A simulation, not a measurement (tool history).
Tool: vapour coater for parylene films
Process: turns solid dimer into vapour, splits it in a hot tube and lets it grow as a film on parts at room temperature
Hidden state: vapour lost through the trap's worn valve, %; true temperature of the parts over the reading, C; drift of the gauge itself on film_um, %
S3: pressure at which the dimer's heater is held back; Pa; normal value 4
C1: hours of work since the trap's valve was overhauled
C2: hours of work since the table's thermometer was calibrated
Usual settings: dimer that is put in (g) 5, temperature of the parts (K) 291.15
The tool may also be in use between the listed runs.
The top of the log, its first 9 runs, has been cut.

Run 10, hour 435.1: usual settings; C1 307; C2 607. Result: thickness of the film (nm) 763.
Run 11, hour 478.1: usual settings; C1 345; C2 645. Result: thickness of the film (nm) 762.
Run 12, hour 528.5: usual settings; C1 389; C2 690. Result: thickness of the film (nm) 758.
Run 13, hour 581.7: usual settings; C1 436; C2 737. Result: thickness of the film (nm) 756.
Run 14, hour 619.9: usual settings but temperature of the parts (K) 289.15; C1 470; C2 771. Result: thickness of the film (nm) 826.
Run 15, hour 669.5: usual settings but temperature of the parts (K) 289.15, S3 6.15 Pa; C1 514; C2 814. Result: thickness of the film (nm) 750.
At hour 715.7: trap's valve overhauled.
Run 16, hour 719.4: usual settings but temperature of the parts (K) 301.15, S3 6.15 Pa; C1 3; C2 855. Result: thickness of the film (nm) 440.
Run 17, hour 757.5: usual settings but S3 2.69 Pa; C1 37; C2 889. Result: thickness of the film (nm) 870.
Run 18, hour 813.7: usual settings but dimer that is put in (g) 2, temperature of the parts (K) 290.15, S3 2.69 Pa; C1 87; C2 938. Result: thickness of the film (nm) 365.

Predict the results of run 19:
Run 19, hour 858.4: usual settings but dimer that is put in (g) 3; C1 126; C2 978. Result: thickness of the film (nm) ?.

For run 19 the tool returned thickness of the film (nm) 473.
Had the tool carried no hidden state, the very same run would have given thickness of the film (nm) 457.
